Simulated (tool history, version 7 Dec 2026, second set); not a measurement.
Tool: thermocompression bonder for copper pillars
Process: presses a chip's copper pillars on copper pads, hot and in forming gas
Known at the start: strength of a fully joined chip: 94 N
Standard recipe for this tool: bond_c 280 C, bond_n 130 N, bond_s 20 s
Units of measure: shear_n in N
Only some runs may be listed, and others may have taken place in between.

run   hour  bond_c  bond_n  bond_s  shear_n
  1    0.0     280     130      20     35.4
  2   25.7     280     130      57     50.3
  3   58.1     280     130      57     50.1
  4   81.8     280     130      20     34.8
  5  107.1     280     130      20     34.1
  6  122.9     280      83      20     22.3
     143.3  -- forming gas filter changed
  7  155.9     280     130      15     30.1
  8  180.4     301      94      21     37.0
  9  202.9     283     130      20     37.6
 10  230.4     283      87      17     23.6
 11  258.5     283      87      17     22.5

Each row is a separate what-if for the run after 11, all from the same tool condition, not one after another. Results?
  A  285.9     297     120      20        ?
  B  285.9     280     130      19        ?
  C  285.9     263      79      17        ?
  D  285.9     280     100      20        ?
  E  285.9     283     145      41        ?

run  shear_n
  A     41.4
  B     34.0
  C     14.6
  D     26.5
  E     50.8
Without the tool's hidden state the same runs would have given:
run  shear_n
  A     41.3
  B     34.0
  C     14.5
  D     26.5
  E     50.8

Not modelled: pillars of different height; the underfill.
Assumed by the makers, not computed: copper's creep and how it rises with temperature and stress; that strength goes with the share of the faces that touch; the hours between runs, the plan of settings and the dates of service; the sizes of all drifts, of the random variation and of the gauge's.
